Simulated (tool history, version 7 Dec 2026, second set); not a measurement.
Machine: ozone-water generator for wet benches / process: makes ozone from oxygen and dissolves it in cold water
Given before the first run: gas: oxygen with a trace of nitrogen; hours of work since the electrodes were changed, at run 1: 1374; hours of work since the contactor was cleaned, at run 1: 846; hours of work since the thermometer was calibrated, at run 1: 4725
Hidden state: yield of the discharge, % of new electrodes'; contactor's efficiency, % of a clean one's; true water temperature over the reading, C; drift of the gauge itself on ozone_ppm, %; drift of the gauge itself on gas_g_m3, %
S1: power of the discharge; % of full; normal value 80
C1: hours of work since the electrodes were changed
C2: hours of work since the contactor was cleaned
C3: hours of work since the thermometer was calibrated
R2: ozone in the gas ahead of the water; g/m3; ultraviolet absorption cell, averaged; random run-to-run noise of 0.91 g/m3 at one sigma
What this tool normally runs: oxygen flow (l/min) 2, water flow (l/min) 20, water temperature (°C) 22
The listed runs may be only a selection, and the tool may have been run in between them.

{"run": 1, "hour": 0.0, "S1": 80, "oxygen flow (l/min)": 2, "water flow (l/min)": 20, "water temperature (°C)": 22, "C1": 1374, "C2": 846, "C3": 4725, "dissolved ozone (ppm)": 7, "R2": 145.2}
{"run": 2, "hour": 46.9, "S1": 80, "oxygen flow (l/min)": 2, "water flow (l/min)": 20, "water temperature (°C)": 22, "C1": 1405, "C2": 876, "C3": 4755, "dissolved ozone (ppm)": 6.8, "R2": 147.3}
{"run": 3, "hour": 72.8, "S1": 80, "oxygen flow (l/min)": 2, "water flow (l/min)": 20, "water temperature (°C)": 22, "C1": 1422, "C2": 893, "C3": 4772, "dissolved ozone (ppm)": 6.9, "R2": 145.1}
{"run": 4, "hour": 106.8, "S1": 80, "oxygen flow (l/min)": 3.44, "water flow (l/min)": 20, "water temperature (°C)": 22, "C1": 1444, "C2": 915, "C3": 4794, "dissolved ozone (ppm)": 7.2, "R2": 107.2}
{"run": 5, "hour": 145.1, "S1": 80, "oxygen flow (l/min)": 2, "water flow (l/min)": 20, "water temperature (°C)": 22, "C1": 1468, "C2": 940, "C3": 4819, "dissolved ozone (ppm)": 6.8, "R2": 145}
{"run": 6, "hour": 173.4, "S1": 80, "oxygen flow (l/min)": 2, "water flow (l/min)": 17, "water temperature (°C)": 22, "C1": 1487, "C2": 958, "C3": 4837, "dissolved ozone (ppm)": 8.1, "R2": 146.1}
{"run": 7, "hour": 224.6, "S1": 80, "oxygen flow (l/min)": 2, "water flow (l/min)": 14, "water temperature (°C)": 22, "C1": 1520, "C2": 992, "C3": 4870, "dissolved ozone (ppm)": 9.7, "R2": 146}
{"run": 8, "hour": 268.7, "S1": 80, "oxygen flow (l/min)": 2, "water flow (l/min)": 14, "water temperature (°C)": 22, "C1": 1548, "C2": 1020, "C3": 4899, "dissolved ozone (ppm)": 9.6, "R2": 145.5}
{"run": 9, "hour": 296.6, "S1": 80, "oxygen flow (l/min)": 2, "water flow (l/min)": 14, "water temperature (°C)": 22, "C1": 1567, "C2": 1038, "C3": 4917, "dissolved ozone (ppm)": 9.5, "R2": 145.6}
{"run": 10, "hour": 341.7, "S1": 80, "oxygen flow (l/min)": 2, "water flow (l/min)": 14, "water temperature (°C)": 22, "C1": 1596, "C2": 1067, "C3": 4946, "dissolved ozone (ppm)": 9.6, "R2": 146.9}
{"run": 11, "hour": 393.1, "S1": 80, "oxygen flow (l/min)": 1.57, "water flow (l/min)": 20, "water temperature (°C)": 22, "C1": 1629, "C2": 1101, "C3": 4979, "dissolved ozone (ppm)": 6.5, "R2": 167.2}
{"run": 12, "hour": 449.2, "S1": 80, "oxygen flow (l/min)": 1.57, "water flow (l/min)": 20, "water temperature (°C)": 22, "C1": 1665, "C2": 1137, "C3": 5016, "dissolved ozone (ppm)": 6.5, "R2": 167.8}
{"run": 13, "hour": 495.4, "S1": 80, "oxygen flow (l/min)": 1.57, "water flow (l/min)": 20, "water temperature (°C)": 22, "C1": 1695, "C2": 1167, "C3": 5046, "dissolved ozone (ppm)": 6.5, "R2": 167.1}
{"run": 14, "hour": 519.4, "S1": 88, "oxygen flow (l/min)": 2, "water flow (l/min)": 20, "water temperature (°C)": 22, "C1": 1711, "C2": 1183, "C3": 5061, "dissolved ozone (ppm)": 7.2, "R2": 152.9}
{"run": 15, "hour": 574.1, "S1": 88, "oxygen flow (l/min)": 2, "water flow (l/min)": 20, "water temperature (°C)": 22, "C1": 1746, "C2": 1218, "C3": 5097, "dissolved ozone (ppm)": 7.2, "R2": 153.4}
{"run": 16, "hour": 610.0, "S1": 88, "oxygen flow (l/min)": 2, "water flow (l/min)": 20, "water temperature (°C)": 22, "C1": 1770, "C2": 1241, "C3": 5120, "dissolved ozone (ppm)": 7.1, "R2": 153.8}
{"run": 17, "hour": 646.8, "S1": 88, "oxygen flow (l/min)": 2, "water flow (l/min)": 20, "water temperature (°C)": 22, "C1": 1793, "C2": 1265, "C3": 5144, "dissolved ozone (ppm)": 7.2, "R2": 154.5}
{"run": 18, "hour": 689.6, "S1": 88, "oxygen flow (l/min)": 2, "water flow (l/min)": 20, "water temperature (°C)": 16, "C1": 1821, "C2": 1293, "C3": 5171, "dissolved ozone (ppm)": 7.5, "R2": 152.4}
{"run": 19, "hour": 730.2, "S1": 88, "oxygen flow (l/min)": 2, "water flow (l/min)": 20, "water temperature (°C)": 16, "C1": 1847, "C2": 1319, "C3": 5198, "dissolved ozone (ppm)": 7.6, "R2": 154.6}
{"run": 20, "hour": 770.7, "S1": 80, "oxygen flow (l/min)": 2, "water flow (l/min)": 20, "water temperature (°C)": 25, "C1": 1874, "C2": 1345, "C3": 5224, "dissolved ozone (ppm)": 6.5, "R2": 145.7}
{"run": 21, "hour": 818.5, "S1": 49, "oxygen flow (l/min)": 2.27, "water flow (l/min)": 19, "water temperature (°C)": 26, "C1": 1905, "C2": 1376, "C3": 5255, "dissolved ozone (ppm)": 5.3, "R2": 102.9}
{"run": 22, "hour": 860.2, "S1": 45, "oxygen flow (l/min)": 2, "water flow (l/min)": 14, "water temperature (°C)": 27, "C1": 1932, "C2": 1403, "C3": 5282, "dissolved ozone (ppm)": 6.4, "R2": 105.1}
{"run": 23, "hour": 904.8, "S1": 58, "oxygen flow (l/min)": 2, "water flow (l/min)": 20, "water temperature (°C)": 23, "C1": 1960, "C2": 1432, "C3": 5311, "dissolved ozone (ppm)": 5.7, "R2": 122.5}
{"hour": 923.1, "done": "water thermometer calibrated"}
{"run": 24, "hour": 951.2, "S1": 89, "oxygen flow (l/min)": 3.29, "water flow (l/min)": 18, "water temperature (°C)": 24, "C1": 1990, "C2": 1462, "C3": 18, "dissolved ozone (ppm)": 8.3, "R2": 115.1}
{"run": 25, "hour": 988.8, "S1": 89, "oxygen flow (l/min)": 3.29, "water flow (l/min)": 18, "water temperature (°C)": 18, "C1": 2015, "C2": 1486, "C3": 43, "dissolved ozone (ppm)": 8.6, "R2": 116.3}
{"run": 26, "hour": 1044.5, "S1": 89, "oxygen flow (l/min)": 3.29, "water flow (l/min)": 18, "water temperature (°C)": 18, "C1": 2051, "C2": 1522, "C3": 79, "dissolved ozone (ppm)": 8.6, "R2": 116.1}
{"run": 27, "hour": 1082.6, "S1": 89, "oxygen flow (l/min)": 3.29, "water flow (l/min)": 18, "water temperature (°C)": 18, "C1": 2075, "C2": 1547, "C3": 103, "dissolved ozone (ppm)": 9, "R2": 115.7}
{"run": 28, "hour": 1135.8, "S1": 84, "oxygen flow (l/min)": 1.36, "water flow (l/min)": 20, "water temperature (°C)": 25, "C1": 2110, "C2": 1581, "C3": 138, "dissolved ozone (ppm)": 6.6, "R2": 182.9}

Branching from run 28: 3 alternative next runs. What would each branch give?
{"run": "A", "hour": 1161.2, "S1": 84, "oxygen flow (l/min)": 1.69, "water flow (l/min)": 23, "water temperature (°C)": 25, "C1": 2126, "C2": 1598, "C3": 154, "dissolved ozone (ppm)": "?", "R2": "?"}
{"run": "B", "hour": 1161.2, "S1": 80, "oxygen flow (l/min)": 2.04, "water flow (l/min)": 20, "water temperature (°C)": 26, "C1": 2126, "C2": 1598, "C3": 154, "dissolved ozone (ppm)": "?", "R2": "?"}
{"run": "C", "hour": 1161.2, "S1": 54, "oxygen flow (l/min)": 2.34, "water flow (l/min)": 20, "water temperature (°C)": 24, "C1": 2126, "C2": 1598, "C3": 154, "dissolved ozone (ppm)": "?", "R2": "?"}

run=A dissolved_ozone_(ppm)=5.6 R2=161.8
run=B dissolved_ozone_(ppm)=6.6 R2=144.4
run=C dissolved_ozone_(ppm)=5.4 R2=106.2
Stripped of hidden state, with their random variation kept, the same runs would have yielded:
run=A dissolved_ozone_(ppm)=6 R2=169.9
run=B dissolved_ozone_(ppm)=7.1 R2=151.4
run=C dissolved_ozone_(ppm)=5.7 R2=110.3

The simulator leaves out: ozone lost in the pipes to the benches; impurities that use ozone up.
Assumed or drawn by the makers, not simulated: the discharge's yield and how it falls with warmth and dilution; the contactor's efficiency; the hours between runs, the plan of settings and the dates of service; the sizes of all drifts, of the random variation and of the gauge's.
